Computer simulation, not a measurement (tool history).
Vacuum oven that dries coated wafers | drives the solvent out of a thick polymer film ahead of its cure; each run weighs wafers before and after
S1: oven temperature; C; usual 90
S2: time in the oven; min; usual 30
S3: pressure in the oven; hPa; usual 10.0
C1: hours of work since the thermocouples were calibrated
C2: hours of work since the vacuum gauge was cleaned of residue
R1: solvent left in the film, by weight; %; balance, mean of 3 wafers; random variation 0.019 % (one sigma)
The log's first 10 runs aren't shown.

run	hour	S1	S2	S3	C1	C2	R1
11	231.6	90	30	10.0	18	576	1.53
12	246.5	90	30	14.7	27	585	1.93
13	267.6	90	30	10.0	39	598	1.57
14	302.4	90	30	10.0	60	618	1.54
15	330.6	90	30	6.6	77	635	1.28
16	353.9	90	36	10.0	90	649	1.18
17	368.3	90	36	10.0	99	658	1.20
18	392.4	96	26	6.2	113	672	0.86
19	407.6	96	26	6.2	122	681	0.82
20	427.8	96	26	6.2	134	693	0.83
21	458.9	95	28	21.7	153	711	1.85
22	483.2	81	27	7.5	167	726	3.57
23	498.3	82	51	39.1	176	735	4.77
24	517.4	82	51	17.2	187	746	2.38
25	539.1	82	51	17.2	200	759	2.39
26	570.4	82	51	17.2	219	777	2.37
27	594.1	90	21	10.0	233	791	2.65
28	629.0	90	21	10.0	254	812	2.64
29	653.4	90	42	10.0	268	827	1.06
30	667.7	90	16	10.1	277	835	3.86
31	692.6	90	16	10.1	291	850	3.84
32	727.2	96	16	14.5	312	870	2.64

4 ways to go on from here, each from the tool as it stands after run 32. What would each give?
A	747.6	90	29	10.0	324	882	?
B	747.6	105	36	23.8	324	882	?
C	747.6	90	28	10.0	324	882	?
D	747.6	100	39	32.0	324	882	?

run	R1
A	1.62
B	1.14
C	1.70
D	1.84
Without the tool's hidden state the same runs would have given:
run	R1
A	1.62
B	1.14
C	1.69
D	1.84
